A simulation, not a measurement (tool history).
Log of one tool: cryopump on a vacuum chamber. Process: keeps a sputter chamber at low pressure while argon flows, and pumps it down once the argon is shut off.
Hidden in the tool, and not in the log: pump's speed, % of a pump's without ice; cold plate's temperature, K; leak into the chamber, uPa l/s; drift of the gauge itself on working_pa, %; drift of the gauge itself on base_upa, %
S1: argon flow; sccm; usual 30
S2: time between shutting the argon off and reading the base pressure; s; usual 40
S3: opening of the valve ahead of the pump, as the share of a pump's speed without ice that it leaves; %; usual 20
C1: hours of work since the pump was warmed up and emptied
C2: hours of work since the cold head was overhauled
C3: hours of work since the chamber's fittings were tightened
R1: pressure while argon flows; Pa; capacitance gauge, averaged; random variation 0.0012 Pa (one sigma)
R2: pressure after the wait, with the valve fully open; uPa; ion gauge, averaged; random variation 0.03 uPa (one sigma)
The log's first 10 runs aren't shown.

{"run": 11, "hour": 260.6, "S1": 30, "S2": 40, "S3": 25, "C1": 341, "C2": 1108, "C3": 1574, "R1": 0.2342, "R2": 2.47}
{"run": 12, "hour": 287.8, "S1": 30, "S2": 40, "S3": 34, "C1": 360, "C2": 1127, "C3": 1594, "R1": 0.177, "R2": 2.37}
{"run": 13, "hour": 320.0, "S1": 30, "S2": 40, "S3": 34, "C1": 383, "C2": 1150, "C3": 1617, "R1": 0.1764, "R2": 2.55}
{"run": 14, "hour": 340.8, "S1": 30, "S2": 40, "S3": 20, "C1": 398, "C2": 1165, "C3": 1632, "R1": 0.2919, "R2": 2.63}
{"run": 15, "hour": 371.2, "S1": 30, "S2": 40, "S3": 20, "C1": 420, "C2": 1187, "C3": 1653, "R1": 0.2926, "R2": 2.6}
{"run": 16, "hour": 400.7, "S1": 30, "S2": 40, "S3": 20, "C1": 441, "C2": 1208, "C3": 1675, "R1": 0.2947, "R2": 2.64}
{"run": 17, "hour": 423.0, "S1": 30, "S2": 40, "S3": 20, "C1": 457, "C2": 1224, "C3": 1690, "R1": 0.2964, "R2": 2.61}
{"run": 18, "hour": 444.1, "S1": 30, "S2": 40, "S3": 20, "C1": 472, "C2": 1239, "C3": 1706, "R1": 0.2954, "R2": 2.63}
{"run": 19, "hour": 466.9, "S1": 30, "S2": 40, "S3": 20, "C1": 488, "C2": 1255, "C3": 1722, "R1": 0.2955, "R2": 2.72}
{"run": 20, "hour": 489.2, "S1": 45, "S2": 28, "S3": 17, "C1": 504, "C2": 1271, "C3": 1738, "R1": 0.5184, "R2": 3.14}
{"run": 21, "hour": 504.3, "S1": 35, "S2": 40, "S3": 17, "C1": 515, "C2": 1282, "C3": 1749, "R1": 0.4048, "R2": 2.7}
{"run": 22, "hour": 537.6, "S1": 18, "S2": 268, "S3": 49, "C1": 539, "C2": 1306, "C3": 1772, "R1": 0.0799, "R2": 1.74}
{"run": 23, "hour": 561.2, "S1": 15, "S2": 40, "S3": 20, "C1": 556, "C2": 1323, "C3": 1789, "R1": 0.1497, "R2": 2.7}
{"run": 24, "hour": 590.0, "S1": 18, "S2": 248, "S3": 20, "C1": 576, "C2": 1343, "C3": 1810, "R1": 0.1786, "R2": 1.77}
{"run": 25, "hour": 614.3, "S1": 18, "S2": 23, "S3": 20, "C1": 594, "C2": 1361, "C3": 1827, "R1": 0.1807, "R2": 3.65}
{"run": 26, "hour": 634.9, "S1": 49, "S2": 40, "S3": 20, "C1": 609, "C2": 1375, "C3": 1842, "R1": 0.4888, "R2": 2.85}
{"run": 27, "hour": 668.9, "S1": 29, "S2": 56, "S3": 42, "C1": 633, "C2": 1400, "C3": 1866, "R1": 0.1505, "R2": 2.62}
{"run": 28, "hour": 696.5, "S1": 32, "S2": 26, "S3": 19, "C1": 653, "C2": 1420, "C3": 1886, "R1": 0.3391, "R2": 3.6}
{"run": 29, "hour": 711.7, "S1": 26, "S2": 40, "S3": 43, "C1": 664, "C2": 1430, "C3": 1897, "R1": 0.1338, "R2": 2.96}
{"run": 30, "hour": 745.2, "S1": 22, "S2": 107, "S3": 23, "C1": 687, "C2": 1454, "C3": 1921, "R1": 0.1974, "R2": 2.26}
{"run": 31, "hour": 781.2, "S1": 27, "S2": 98, "S3": 24, "C1": 713, "C2": 1480, "C3": 1947, "R1": 0.2345, "R2": 2.37}
{"run": 32, "hour": 797.7, "S1": 30, "S2": 27, "S3": 40, "C1": 725, "C2": 1492, "C3": 1959, "R1": 0.166, "R2": 3.69}
{"run": 33, "hour": 829.2, "S1": 30, "S2": 27, "S3": 40, "C1": 748, "C2": 1515, "C3": 1981, "R1": 0.1664, "R2": 3.7}
{"hour": 850.4, "done": "pump warmed up, emptied and cooled again"}
{"run": 34, "hour": 852.1, "S1": 30, "S2": 46, "S3": 40, "C1": 1, "C2": 1527, "C3": 1994, "R1": 0.1424, "R2": 2.33}

3 ways to go on from here, each from the tool as it stands after run 34. What would each give?
{"run": "A", "hour": 870.8, "S1": 13, "S2": 49, "S3": 20, "C1": 15, "C2": 1541, "C3": 2007, "R1": "?", "R2": "?"}
{"run": "B", "hour": 870.8, "S1": 31, "S2": 23, "S3": 40, "C1": 15, "C2": 1541, "C3": 2007, "R1": "?", "R2": "?"}
{"run": "C", "hour": 870.8, "S1": 20, "S2": 43, "S3": 19, "C1": 15, "C2": 1541, "C3": 2007, "R1": "?", "R2": "?"}

run=A R1=0.1206 R2=2.35
run=B R1=0.1467 R2=3.32
run=C R1=0.1963 R2=2.4
Without the tool's hidden state the same runs would have given:
run=A R1=0.1198 R2=1.3
run=B R1=0.1448 R2=2.3
run=C R1=0.1951 R2=1.37
